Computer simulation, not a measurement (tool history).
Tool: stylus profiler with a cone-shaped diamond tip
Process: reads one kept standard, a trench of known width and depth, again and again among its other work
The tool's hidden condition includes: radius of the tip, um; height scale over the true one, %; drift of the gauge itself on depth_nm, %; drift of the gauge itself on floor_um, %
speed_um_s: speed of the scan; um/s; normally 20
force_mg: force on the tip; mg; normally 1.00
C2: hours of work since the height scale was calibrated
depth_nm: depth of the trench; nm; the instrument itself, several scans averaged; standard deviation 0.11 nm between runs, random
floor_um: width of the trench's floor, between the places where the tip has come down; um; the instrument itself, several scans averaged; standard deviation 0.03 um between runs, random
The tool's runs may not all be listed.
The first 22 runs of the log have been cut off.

At hour 329.4: height scale calibrated on a step standard.
Run 23, hour 346.1: usual settings but force_mg 0.65 mg; scans with this tip 6462; C2 13. Result: depth_nm 500.44 nm, floor_um 96.44 um.
Run 24, hour 368.4: usual settings but speed_um_s 12 um/s, force_mg 1.08 mg; scans with this tip 6703; C2 29. Result: depth_nm 501.09 nm, floor_um 96.60 um.
Run 25, hour 386.2: usual settings but speed_um_s 73 um/s, force_mg 0.41 mg; scans with this tip 6895; C2 43. Result: depth_nm 499.93 nm, floor_um 95.60 um.
Run 26, hour 402.8: usual settings but speed_um_s 73 um/s, force_mg 0.41 mg; scans with this tip 7075; C2 55. Result: depth_nm 499.80 nm, floor_um 95.68 um.
Run 27, hour 418.0: usual settings but speed_um_s 5 um/s, force_mg 2.26 mg; scans with this tip 7240; C2 67. Result: depth_nm 502.57 nm, floor_um 96.61 um.
Run 28, hour 438.9: usual settings but speed_um_s 16 um/s, force_mg 2.69 mg; scans with this tip 7466; C2 82. Result: depth_nm 502.92 nm, floor_um 96.55 um.
Run 29, hour 451.9: usual settings but speed_um_s 13 um/s, force_mg 0.47 mg; scans with this tip 7607; C2 92. Result: depth_nm 499.86 nm, floor_um 96.43 um.
At hour 464.0: height scale calibrated on a step standard, once more.
Run 30, hour 466.5: usual settings but speed_um_s 55 um/s, force_mg 2.96 mg; scans with this tip 7759; C2 2. Result: depth_nm 504.72 nm, floor_um 96.30 um.
Run 31, hour 482.3: usual settings but speed_um_s 18 um/s, force_mg 2.79 mg; scans with this tip 7930; C2 14. Result: depth_nm 504.38 nm, floor_um 96.48 um.
Run 32, hour 504.5: usual settings but speed_um_s 14 um/s, force_mg 0.41 mg; scans with this tip 8171; C2 30. Result: depth_nm 501.21 nm, floor_um 96.39 um.

5 options for the next run, each taken on its own from the tool as it stands now. Forecast them:
Run A, hour 523.9: usual settings but speed_um_s 56 um/s, force_mg 0.50 mg; scans with this tip 8380; C2 45. Result: depth_nm ?, floor_um ?.
Run B, hour 523.9: usual settings but speed_um_s 11 um/s, force_mg 1.56 mg; scans with this tip 8380; C2 45. Result: depth_nm ?, floor_um ?.
Run C, hour 523.9: usual settings but speed_um_s 72 um/s, force_mg 0.41 mg; scans with this tip 8380; C2 45. Result: depth_nm ?, floor_um ?.
Run D, hour 523.9: usual settings but force_mg 1.29 mg; scans with this tip 8380; C2 45. Result: depth_nm ?, floor_um ?.
Run E, hour 523.9: usual settings but speed_um_s 14 um/s, force_mg 0.95 mg; scans with this tip 8380; C2 45. Result: depth_nm ?, floor_um ?.

run  depth_nm  floor_um
  A    501.52     95.91
  B    502.97     96.49
  C    501.18     95.61
  D    502.81     96.42
  E    502.20     96.39
What these runs would have given with no unlogged condition in the tool:
run  depth_nm  floor_um
  A    501.45     96.33
  B    502.90     96.90
  C    501.11     96.02
  D    502.74     96.83
  E    502.13     96.80
